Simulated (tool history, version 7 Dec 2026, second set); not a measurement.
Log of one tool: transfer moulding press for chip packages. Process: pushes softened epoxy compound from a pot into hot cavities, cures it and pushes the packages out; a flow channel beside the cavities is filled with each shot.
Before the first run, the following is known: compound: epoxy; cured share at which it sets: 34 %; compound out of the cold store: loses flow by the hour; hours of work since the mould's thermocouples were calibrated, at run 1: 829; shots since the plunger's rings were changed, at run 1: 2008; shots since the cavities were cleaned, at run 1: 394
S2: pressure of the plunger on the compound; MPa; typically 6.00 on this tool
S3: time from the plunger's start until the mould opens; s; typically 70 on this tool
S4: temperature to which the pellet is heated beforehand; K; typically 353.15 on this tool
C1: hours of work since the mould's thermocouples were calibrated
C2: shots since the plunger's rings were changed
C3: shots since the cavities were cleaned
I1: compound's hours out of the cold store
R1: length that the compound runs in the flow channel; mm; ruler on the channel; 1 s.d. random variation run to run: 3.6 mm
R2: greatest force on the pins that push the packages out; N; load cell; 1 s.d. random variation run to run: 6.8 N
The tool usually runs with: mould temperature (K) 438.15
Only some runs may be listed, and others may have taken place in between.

{"run": 1, "day": 0.0, "mould temperature (K)": 438.15, "S2": 6.0, "S3": 70, "S4": 353.15, "C1": 829, "C2": 2008, "C3": 394, "I1": 30.0, "R1": 912, "R2": 365}
{"run": 2, "day": 0.846, "mould temperature (K)": 438.15, "S2": 6.0, "S3": 70, "S4": 353.15, "C1": 841, "C2": 2314, "C3": 700, "I1": 29.2, "R1": 915, "R2": 413}
{"day": 1.967, "done": "cavities cleaned with cleaning compound and waxed"}
{"run": 3, "day": 1.967, "mould temperature (K)": 438.15, "S2": 6.0, "S3": 75, "S4": 353.15, "C1": 857, "C2": 2699, "C3": 0, "I1": 36.6, "R1": 875, "R2": 243}
{"day": 2.483, "done": "mould's thermocouples calibrated"}
{"run": 4, "day": 3.546, "mould temperature (K)": 438.15, "S2": 6.0, "S3": 75, "S4": 353.15, "C1": 15, "C2": 3240, "C3": 541, "I1": 14.9, "R1": 973, "R2": 344}
{"run": 5, "day": 4.962, "mould temperature (K)": 438.15, "S2": 6.0, "S3": 70, "S4": 345.15, "C1": 36, "C2": 3754, "C3": 1055, "I1": 42.6, "R1": 849, "R2": 450}
{"day": 5.092, "done": "cavities cleaned with cleaning compound and waxed"}
{"run": 6, "day": 6.204, "mould temperature (K)": 438.15, "S2": 6.0, "S3": 70, "S4": 345.15, "C1": 53, "C2": 4182, "C3": 403, "I1": 24.4, "R1": 921, "R2": 408}
{"run": 7, "day": 7.512, "mould temperature (K)": 438.15, "S2": 6.0, "S3": 70, "S4": 362.15, "C1": 72, "C2": 4657, "C3": 878, "I1": 22.0, "R1": 928, "R2": 426}
{"day": 8.221, "done": "cavities cleaned with cleaning compound and waxed"}
{"day": 8.696, "done": "plunger's sealing rings changed"}
{"run": 8, "day": 8.942, "mould temperature (K)": 438.15, "S2": 6.0, "S3": 70, "S4": 362.15, "C1": 90, "C2": 89, "C3": 223, "I1": 27.1, "R1": 948, "R2": 333}
{"run": 9, "day": 10.083, "mould temperature (K)": 436.15, "S2": 7.41, "S3": 102, "S4": 353.15, "C1": 106, "C2": 503, "C3": 637, "I1": 20.4, "R1": 1093, "R2": 311}
{"run": 10, "day": 10.804, "mould temperature (K)": 438.15, "S2": 6.0, "S3": 99, "S4": 354.15, "C1": 117, "C2": 764, "C3": 898, "I1": 34.8, "R1": 913, "R2": 330}
{"day": 11.438, "done": "cavities cleaned with cleaning compound and waxed"}
{"run": 11, "day": 11.796, "mould temperature (K)": 433.15, "S2": 6.28, "S3": 70, "S4": 348.15, "C1": 130, "C2": 1101, "C3": 129, "I1": 15.0, "R1": 1041, "R2": 466}
{"run": 12, "day": 13.167, "mould temperature (K)": 444.15, "S2": 5.58, "S3": 70, "S4": 348.15, "C1": 150, "C2": 1598, "C3": 626, "I1": 32.7, "R1": 868, "R2": 339}
{"run": 13, "day": 13.912, "mould temperature (K)": 435.15, "S2": 5.5, "S3": 62, "S4": 345.15, "C1": 161, "C2": 1868, "C3": 896, "I1": 30.5, "R1": 894, "R2": 770}
{"day": 14.508, "done": "cavities cleaned with cleaning compound and waxed"}
{"run": 14, "day": 15.438, "mould temperature (K)": 435.15, "S2": 5.5, "S3": 62, "S4": 345.15, "C1": 182, "C2": 2399, "C3": 338, "I1": 29.5, "R1": 889, "R2": 634}
{"run": 15, "day": 16.458, "mould temperature (K)": 435.15, "S2": 5.5, "S3": 62, "S4": 345.15, "C1": 197, "C2": 2769, "C3": 708, "I1": 38.6, "R1": 843, "R2": 727}

Hidden condition of the tool, last listed run before each entry between runs versus first listed run after:
Run 2 -> run 3: cavities cleaned with cleaning compound and waxed (day 1.967)
  true mould temperature over the reading, C: 1.29 -> 1.31; pressure that reaches the compound, % of what is set: 95.08 -> 94.31; grip of the stained cavities, % over clean ones': 53.6 -> 0.2
  measured less the result without the state, R1: -26 -> -29 mm; R2: +126 -> -11 N
Run 3 -> run 4: mould's thermocouples calibrated (day 2.483)
  true mould temperature over the reading, C: 1.31 -> 0.34; pressure that reaches the compound, % of what is set: 94.31 -> 93.37; grip of the stained cavities, % over clean ones': 0.2 -> 44.2
  measured less the result without the state, R1: -29 -> -35 mm; R2: -11 -> +103 N
Run 5 -> run 6: cavities cleaned with cleaning compound and waxed (day 5.092)
  true mould temperature over the reading, C: 0.36 -> 0.38; pressure that reaches the compound, % of what is set: 92.47 -> 91.69; grip of the stained cavities, % over clean ones': 63.3 -> 37.1
  measured less the result without the state, R1: -35 -> -42 mm; R2: +170 -> +105 N
Run 7 -> run 8: cavities cleaned with cleaning compound and waxed (day 8.221); plunger's sealing rings changed (day 8.696)
  true mould temperature over the reading, C: 0.4 -> 0.42; pressure that reaches the compound, % of what is set: 90.84 -> 99.86; grip of the stained cavities, % over clean ones': 59.9 -> 22.6
  measured less the result without the state, R1: -47 -> -2 mm; R2: +155 -> +55 N
Run 10 -> run 11: cavities cleaned with cleaning compound and waxed (day 11.438)
  true mould temperature over the reading, C: 0.45 -> 0.47; pressure that reaches the compound, % of what is set: 98.73 -> 98.14; grip of the stained cavities, % over clean ones': 59.7 -> 15.1
  measured less the result without the state, R1: -7 -> -11 mm; R2: +123 -> +48 N
Run 13 -> run 14: cavities cleaned with cleaning compound and waxed (day 14.508)
  true mould temperature over the reading, C: 0.5 -> 0.53; pressure that reaches the compound, % of what is set: 96.77 -> 95.83; grip of the stained cavities, % over clean ones': 59.6 -> 32.5
  measured less the result without the state, R1: -16 -> -20 mm; R2: +270 -> +139 N
